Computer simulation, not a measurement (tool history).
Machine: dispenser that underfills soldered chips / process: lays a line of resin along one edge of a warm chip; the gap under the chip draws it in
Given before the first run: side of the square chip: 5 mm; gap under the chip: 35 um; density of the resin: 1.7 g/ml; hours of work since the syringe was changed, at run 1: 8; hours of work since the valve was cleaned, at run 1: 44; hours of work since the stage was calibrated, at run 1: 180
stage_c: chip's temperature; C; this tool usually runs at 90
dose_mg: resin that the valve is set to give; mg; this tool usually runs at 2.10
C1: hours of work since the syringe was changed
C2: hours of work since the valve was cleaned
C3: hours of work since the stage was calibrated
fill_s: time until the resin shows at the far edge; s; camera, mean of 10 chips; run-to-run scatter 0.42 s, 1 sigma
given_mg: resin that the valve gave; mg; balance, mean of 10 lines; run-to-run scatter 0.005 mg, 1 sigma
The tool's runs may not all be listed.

Run 1, hour 0.0: usual settings; C1 8; C2 44; C3 180. Result: fill_s 46.4 s, given_mg 2.027 mg.
At hour 3.0: new syringe of resin.
Run 2, hour 4.7: usual settings but stage_c 87 C; C1 1; C2 47; C3 184. Result: fill_s 38.0 s, given_mg 2.022 mg.
At hour 7.3: dispensing valve cleaned and set on the balance.
Run 3, hour 8.9: usual settings but stage_c 87 C; C1 4; C2 1; C3 186. Result: fill_s 41.9 s, given_mg 2.099 mg.
Run 4, hour 13.6: usual settings; C1 7; C2 5; C3 189. Result: fill_s 44.9 s, given_mg 2.090 mg.
At hour 17.5: new syringe of resin.
Run 5, hour 17.5: usual settings; C1 0; C2 7; C3 192. Result: fill_s 32.1 s, given_mg 2.076 mg.
Run 6, hour 22.2: usual settings; C1 4; C2 11; C3 196. Result: fill_s 38.2 s, given_mg 2.094 mg.
Run 7, hour 27.5: usual settings; C1 7; C2 15; C3 200. Result: fill_s 45.6 s, given_mg 2.074 mg.
At hour 30.8: new syringe of resin.
Run 8, hour 32.4: usual settings but dose_mg 2.22 mg; C1 1; C2 18; C3 203. Result: fill_s 33.6 s, given_mg 2.192 mg.
Run 9, hour 38.1: usual settings but dose_mg 2.44 mg; C1 5; C2 22; C3 207. Result: fill_s 40.8 s, given_mg 2.405 mg.
Run 10, hour 41.2: usual settings but dose_mg 2.44 mg; C1 8; C2 25; C3 209. Result: fill_s 45.6 s, given_mg 2.398 mg.
At hour 44.6: new syringe of resin.
Run 11, hour 48.1: usual settings but dose_mg 2.44 mg; C1 3; C2 29; C3 214. Result: fill_s 35.7 s, given_mg 2.381 mg.
Run 12, hour 53.5: usual settings; C1 7; C2 33; C3 218. Result: fill_s 43.4 s, given_mg 2.056 mg.
At hour 58.2: new syringe of resin.
Run 13, hour 60.7: usual settings; C1 2; C2 39; C3 223. Result: fill_s 35.0 s, given_mg 2.035 mg.
Run 14, hour 65.6: usual settings but stage_c 88 C; C1 5; C2 42; C3 227. Result: fill_s 44.8 s, given_mg 2.030 mg.
Run 15, hour 70.7: usual settings but stage_c 88 C; C1 9; C2 46; C3 231. Result: fill_s 53.1 s, given_mg 2.034 mg.
At hour 71.9: new syringe of resin.
At hour 75.3: dispensing valve cleaned and set on the balance.
Run 16, hour 76.6: usual settings but stage_c 88 C; C1 3; C2 1; C3 234. Result: fill_s 39.2 s, given_mg 2.095 mg.
Run 17, hour 80.4: usual settings but stage_c 88 C; C1 6; C2 4; C3 237. Result: fill_s 44.7 s, given_mg 2.093 mg.
Run 18, hour 84.0: usual settings but stage_c 88 C; C1 8; C2 6; C3 240. Result: fill_s 50.9 s, given_mg 2.082 mg.
At hour 86.3: new syringe of resin.
Run 19, hour 89.1: usual settings but stage_c 94 C, dose_mg 1.85 mg; C1 2; C2 10; C3 243. Result: fill_s 33.0 s, given_mg 1.831 mg.
Run 20, hour 93.5: usual settings but stage_c 94 C, dose_mg 1.85 mg; C1 5; C2 13; C3 246. Result: fill_s 38.5 s, given_mg 1.820 mg.
At hour 99.8: new syringe of resin.
Run 21, hour 100.5: usual settings but stage_c 82 C, dose_mg 2.43 mg; C1 0; C2 18; C3 251. Result: fill_s 43.8 s, given_mg 2.389 mg.
Run 22, hour 103.5: usual settings but stage_c 84 C, dose_mg 1.91 mg; C1 3; C2 20; C3 254. Result: fill_s 48.1 s, given_mg 1.878 mg.
Run 23, hour 110.2: usual settings but stage_c 87 C, dose_mg 1.94 mg; C1 8; C2 25; C3 259. Result: fill_s 54.6 s, given_mg 1.910 mg.
At hour 113.4: new syringe of resin.
Run 24, hour 115.0: usual settings but stage_c 83 C, dose_mg 2.18 mg; C1 1; C2 29; C3 262. Result: fill_s 45.0 s, given_mg 2.125 mg.
Run 25, hour 118.7: usual settings but stage_c 83 C, dose_mg 2.18 mg; C1 4; C2 31; C3 265. Result: fill_s 51.7 s, given_mg 2.123 mg.
Run 26, hour 122.0: usual settings but stage_c 85 C, dose_mg 1.99 mg; C1 6; C2 34; C3 267. Result: fill_s 53.9 s, given_mg 1.940 mg.
Run 27, hour 125.6: usual settings but stage_c 77 C, dose_mg 2.23 mg; C1 9; C2 36; C3 270. Result: fill_s 79.7 s, given_mg 2.179 mg.
At hour 126.8: new syringe of resin.
Run 28, hour 131.7: usual settings but stage_c 77 C, dose_mg 2.23 mg; C1 4; C2 41; C3 274. Result: fill_s 62.5 s, given_mg 2.155 mg.
Run 29, hour 135.5: usual settings but stage_c 77 C, dose_mg 2.23 mg; C1 6; C2 44; C3 277. Result: fill_s 73.3 s, given_mg 2.144 mg.
At hour 140.5: new syringe of resin.
At hour 142.9: dispensing valve cleaned and set on the balance.
Run 30, hour 142.9: usual settings but stage_c 96 C, dose_mg 1.81 mg; C1 1; C2 0; C3 281. Result: fill_s 28.8 s, given_mg 1.819 mg.
Run 31, hour 148.4: usual settings but stage_c 96 C; C1 5; C2 4; C3 285. Result: fill_s 32.5 s, given_mg 2.100 mg.
Run 32, hour 152.4: usual settings but stage_c 95 C, dose_mg 2.25 mg; C1 8; C2 7; C3 288. Result: fill_s 38.7 s, given_mg 2.242 mg.
At hour 155.1: new syringe of resin.
Run 33, hour 157.3: usual settings but stage_c 87 C; C1 2; C2 10; C3 292. Result: fill_s 39.1 s, given_mg 2.086 mg.
Run 34, hour 161.3: usual settings but stage_c 87 C; C1 5; C2 13; C3 295. Result: fill_s 44.5 s, given_mg 2.083 mg.
Run 35, hour 166.0: usual settings but stage_c 81 C, dose_mg 1.84 mg; C1 8; C2 17; C3 298. Result: fill_s 69.1 s, given_mg 1.817 mg.
At hour 168.4: new syringe of resin.
Run 36, hour 172.8: usual settings but stage_c 81 C, dose_mg 1.84 mg; C1 3; C2 22; C3 303. Result: fill_s 55.2 s, given_mg 1.813 mg.

Difference, measured minus no-hidden-state, one row per run. Run-to-run variation is common to both terms; the gauge's own scatter need not be:
Unlogged tool condition in this case: resin's viscosity, % of fresh resin's; dose that the valve gives, % of what is set; true chip temperature over the reading, C; drift of the gauge itself on fill_s, %; drift of the gauge itself on given_mg, %.
run  fill_s  given_mg
  1   +16.2    -0.069
  2    +5.0    -0.073
  3    +9.1    -0.002
  4   +14.9    -0.008
  5    +2.1    -0.011
  6    +8.0    -0.016
  7   +15.8    -0.022
  8    +4.1    -0.029
  9   +11.5    -0.040
 10   +16.1    -0.044
 11    +6.2    -0.052
 12   +13.9    -0.050
 13    +5.3    -0.059
 14   +12.9    -0.065
 15   +21.4    -0.070
 16    +7.1    -0.006
 17   +12.8    -0.010
 18   +19.0    -0.015
 19    +5.4    -0.018
 20   +10.8    -0.022
 21    +4.9    -0.037
 22    +9.8    -0.032
 23   +20.0    -0.040
 24    +6.3    -0.050
 25   +12.5    -0.054
 26   +17.4    -0.052
 27   +32.2    -0.063
 28   +15.2    -0.070
 29   +24.6    -0.075
 30    +3.2    +0.004
 31    +8.8    -0.002
 32   +14.2    -0.007
 33    +6.0    -0.013
 34   +11.8    -0.017
 35   +26.5    -0.020
 36   +12.6    -0.027
